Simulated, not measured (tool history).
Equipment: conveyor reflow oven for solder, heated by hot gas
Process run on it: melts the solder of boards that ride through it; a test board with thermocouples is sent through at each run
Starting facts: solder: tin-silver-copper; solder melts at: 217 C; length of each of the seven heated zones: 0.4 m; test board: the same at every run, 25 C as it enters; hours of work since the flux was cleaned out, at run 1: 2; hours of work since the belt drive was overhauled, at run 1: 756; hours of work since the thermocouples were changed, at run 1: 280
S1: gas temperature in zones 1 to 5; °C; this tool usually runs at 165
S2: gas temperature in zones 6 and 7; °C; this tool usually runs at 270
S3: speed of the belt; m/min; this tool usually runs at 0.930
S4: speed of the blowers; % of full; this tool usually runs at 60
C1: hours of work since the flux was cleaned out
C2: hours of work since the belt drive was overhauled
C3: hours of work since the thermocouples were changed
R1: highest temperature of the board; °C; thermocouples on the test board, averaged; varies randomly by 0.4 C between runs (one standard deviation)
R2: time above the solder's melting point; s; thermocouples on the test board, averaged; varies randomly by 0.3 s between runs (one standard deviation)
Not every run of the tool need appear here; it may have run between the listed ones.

run 1 day=0.000 | S1=165 S2=270 S3=0.930 S4=60 | C1=2 C2=756 C3=280 | R1=247.2 R2=32.3
run 2 day=0.633 | S1=165 S2=270 S3=0.930 S4=60 | C1=13 C2=767 C3=291 | R1=246.3 R2=32.8
run 3 day=1.012 | S1=165 S2=270 S3=0.930 S4=60 | C1=19 C2=773 C3=298 | R1=246.8 R2=32.7
run 4 day=1.508 | S1=165 S2=270 S3=0.930 S4=60 | C1=27 C2=782 C3=306 | R1=246.5 R2=32.3
run 5 day=2.117 | S1=165 S2=270 S3=0.930 S4=60 | C1=38 C2=792 C3=316 | R1=246.3 R2=32.6
run 6 day=2.712 | S1=165 S2=270 S3=0.930 S4=60 | C1=48 C2=802 C3=326 | R1=246.5 R2=32.1
run 7 day=3.221 | S1=165 S2=270 S3=0.930 S4=60 | C1=56 C2=811 C3=335 | R1=246.3 R2=32.6
run 8 day=3.950 | S1=165 S2=270 S3=0.930 S4=60 | C1=68 C2=823 C3=347 | R1=246.0 R2=32.0
run 9 day=4.608 | S1=165 S2=270 S3=0.930 S4=60 | C1=80 C2=834 C3=358 | R1=246.8 R2=32.2
run 10 day=4.933 | S1=165 S2=270 S3=0.930 S4=60 | C1=85 C2=840 C3=364 | R1=245.4 R2=32.1
run 11 day=5.433 | S1=165 S2=270 S3=0.930 S4=60 | C1=94 C2=848 C3=372 | R1=246.2 R2=32.1
run 12 day=5.892 | S1=165 S2=270 S3=0.930 S4=60 | C1=101 C2=856 C3=380 | R1=246.2 R2=31.7
run 13 day=6.358 | S1=165 S2=270 S3=0.930 S4=60 | C1=109 C2=864 C3=388 | R1=246.0 R2=32.2
run 14 day=6.775 | S1=165 S2=270 S3=0.930 S4=60 | C1=116 C2=871 C3=395 | R1=245.6 R2=32.3
run 15 day=7.333 | S1=165 S2=264 S3=0.930 S4=60 | C1=126 C2=880 C3=404 | R1=241.3 R2=29.2
run 16 day=7.733 | S1=165 S2=264 S3=0.930 S4=60 | C1=132 C2=887 C3=411 | R1=241.1 R2=28.8
run 17 day=8.225 | S1=177 S2=270 S3=0.930 S4=64 | C1=141 C2=895 C3=419 | R1=249.8 R2=37.5
-- day=8.458 belt drive overhauled, speed set with a stopwatch
run 18 day=8.975 | S1=174 S2=270 S3=0.930 S4=62 | C1=150 C2=9 C3=429 | R1=247.7 R2=35.7
run 19 day=9.429 | S1=158 S2=266 S3=0.941 S4=69 | C1=158 C2=16 C3=437 | R1=242.9 R2=28.4
run 20 day=10.129 | S1=172 S2=282 S3=0.941 S4=56 | C1=170 C2=28 C3=448 | R1=254.3 R2=38.2
run 21 day=10.512 | S1=172 S2=282 S3=0.906 S4=56 | C1=176 C2=35 C3=455 | R1=256.4 R2=40.9
run 22 day=10.867 | S1=172 S2=282 S3=0.906 S4=56 | C1=182 C2=41 C3=461 | R1=257.1 R2=40.4
-- day=11.112 flux residue cleaned out of gas plates and filters
run 23 day=11.488 | S1=172 S2=282 S3=0.906 S4=56 | C1=6 C2=48 C3=468 | R1=256.0 R2=39.8
run 24 day=12.171 | S1=172 S2=268 S3=0.790 S4=79 | C1=18 C2=59 C3=479 | R1=254.9 R2=46.4
run 25 day=12.729 | S1=172 S2=268 S3=0.790 S4=54 | C1=27 C2=69 C3=489 | R1=249.3 R2=42.5
run 26 day=13.212 | S1=155 S2=270 S3=0.930 S4=60 | C1=35 C2=77 C3=497 | R1=242.6 R2=27.1
-- day=13.483 flux residue cleaned out of gas plates and filters, once more
run 27 day=14.138 | S1=155 S2=270 S3=0.930 S4=60 | C1=11 C2=89 C3=509 | R1=245.5 R2=29.6
run 28 day=14.850 | S1=155 S2=270 S3=0.930 S4=60 | C1=23 C2=101 C3=521 | R1=245.0 R2=29.4
run 29 day=15.288 | S1=155 S2=278 S3=0.930 S4=86 | C1=30 C2=108 C3=528 | R1=258.8 R2=37.2
run 30 day=15.754 | S1=155 S2=278 S3=0.930 S4=86 | C1=38 C2=116 C3=536 | R1=259.0 R2=37.9
run 31 day=16.146 | S1=161 S2=278 S3=0.930 S4=86 | C1=45 C2=123 C3=543 | R1=260.5 R2=39.4
run 32 day=16.588 | S1=161 S2=278 S3=0.930 S4=86 | C1=52 C2=130 C3=550 | R1=259.7 R2=40.0

Per-run results on a tool with no hidden state, each run keeping its own random variation:
Hidden conditions of the tool in this case: heat that the gas passes to the board, % of a clean oven's; belt's true speed, % of the reading; true gas temperature in zones 6 and 7 over the reading, C; drift of the gauge itself on peak_c, C; drift of the gauge itself on liquid_s, %.
run=1 R1=247.4 R2=32.2
run=2 R1=246.5 R2=32.8
run=3 R1=247.1 R2=32.8
run=4 R1=246.8 R2=32.4
run=5 R1=246.7 R2=32.7
run=6 R1=247.0 R2=32.2
run=7 R1=246.8 R2=32.8
run=8 R1=246.7 R2=32.4
run=9 R1=247.5 R2=32.6
run=10 R1=246.2 R2=32.5
run=11 R1=247.0 R2=32.6
run=12 R1=247.1 R2=32.2
run=13 R1=247.0 R2=32.7
run=14 R1=246.6 R2=32.9
run=15 R1=242.3 R2=29.9
run=16 R1=242.2 R2=29.6
run=17 R1=250.9 R2=38.0
run=18 R1=249.0 R2=36.7
run=19 R1=244.6 R2=29.8
run=20 R1=255.9 R2=39.1
run=21 R1=258.0 R2=41.8
run=22 R1=258.7 R2=41.3
run=23 R1=258.0 R2=41.0
run=24 R1=256.7 R2=47.6
run=25 R1=250.9 R2=43.9
run=26 R1=245.1 R2=29.1
run=27 R1=245.3 R2=29.4
run=28 R1=244.9 R2=29.3
run=29 R1=258.8 R2=37.2
run=30 R1=259.1 R2=37.8
run=31 R1=260.7 R2=39.4
run=32 R1=259.9 R2=40.0
